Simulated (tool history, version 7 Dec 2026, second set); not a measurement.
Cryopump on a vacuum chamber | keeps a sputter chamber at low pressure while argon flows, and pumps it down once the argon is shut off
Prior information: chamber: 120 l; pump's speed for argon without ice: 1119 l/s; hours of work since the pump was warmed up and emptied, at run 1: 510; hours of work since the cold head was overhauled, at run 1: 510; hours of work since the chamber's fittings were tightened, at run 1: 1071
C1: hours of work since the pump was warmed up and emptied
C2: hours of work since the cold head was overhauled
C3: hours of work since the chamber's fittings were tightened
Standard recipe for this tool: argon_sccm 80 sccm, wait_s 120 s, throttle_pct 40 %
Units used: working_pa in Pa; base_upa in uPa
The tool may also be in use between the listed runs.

run 1 hour=0.0 | argon_sccm=80 wait_s=120 throttle_pct=40 | C1=510 C2=510 C3=1071 | working_pa=0.3195 base_upa=1.65
run 2 hour=84.5 | argon_sccm=80 wait_s=120 throttle_pct=16 | C1=545 C2=545 C3=1106 | working_pa=0.7709 base_upa=1.67
-- hour=107.8 pump warmed up, emptied and cooled again
run 3 hour=154.5 | argon_sccm=80 wait_s=120 throttle_pct=53 | C1=19 C2=572 C3=1133 | working_pa=0.2307 base_upa=1.55
run 4 hour=247.3 | argon_sccm=80 wait_s=120 throttle_pct=27 | C1=58 C2=611 C3=1171 | working_pa=0.4483 base_upa=1.63
run 5 hour=302.2 | argon_sccm=80 wait_s=120 throttle_pct=27 | C1=81 C2=634 C3=1194 | working_pa=0.4509 base_upa=1.59
run 6 hour=361.1 | argon_sccm=80 wait_s=120 throttle_pct=27 | C1=105 C2=658 C3=1219 | working_pa=0.4504 base_upa=1.63
run 7 hour=444.1 | argon_sccm=80 wait_s=120 throttle_pct=27 | C1=140 C2=693 C3=1253 | working_pa=0.4557 base_upa=1.69
run 8 hour=507.7 | argon_sccm=47 wait_s=30 throttle_pct=17 | C1=166 C2=719 C3=1280 | working_pa=0.4200 base_upa=2.77
run 9 hour=564.5 | argon_sccm=80 wait_s=236 throttle_pct=40 | C1=190 C2=743 C3=1303 | working_pa=0.3083 base_upa=1.56
run 10 hour=649.6 | argon_sccm=37 wait_s=82 throttle_pct=57 | C1=225 C2=778 C3=1338 | working_pa=0.1023 base_upa=1.95
run 11 hour=737.8 | argon_sccm=80 wait_s=56 throttle_pct=26 | C1=262 C2=815 C3=1375 | working_pa=0.4703 base_upa=2.28

Predict each of these 5 candidate next runs independently; none follows another, all start after run 11:
run A hour=832.0 | argon_sccm=39 wait_s=30 throttle_pct=23 | C1=301 C2=854 C3=1414 | working_pa=? base_upa=?
run B hour=832.0 | argon_sccm=80 wait_s=63 throttle_pct=37 | C1=301 C2=854 C3=1414 | working_pa=? base_upa=?
run C hour=832.0 | argon_sccm=80 wait_s=184 throttle_pct=40 | C1=301 C2=854 C3=1414 | working_pa=? base_upa=?
run D hour=832.0 | argon_sccm=53 wait_s=46 throttle_pct=28 | C1=301 C2=854 C3=1414 | working_pa=? base_upa=?
run E hour=832.0 | argon_sccm=116 wait_s=56 throttle_pct=26 | C1=301 C2=854 C3=1414 | working_pa=? base_upa=?

run=A working_pa=0.2629 base_upa=3.00
run=B working_pa=0.3358 base_upa=2.21
run=C working_pa=0.3118 base_upa=1.73
run=D working_pa=0.2907 base_upa=2.50
run=E working_pa=0.6903 base_upa=2.32
With the hidden condition removed and each run's random variation left untouched, the same runs would have given:
run=A working_pa=0.2579 base_upa=1.79
run=B working_pa=0.3256 base_upa=1.00
run=C working_pa=0.3016 base_upa=0.52
run=D working_pa=0.2839 base_upa=1.27
run=E working_pa=0.6755 base_upa=1.10
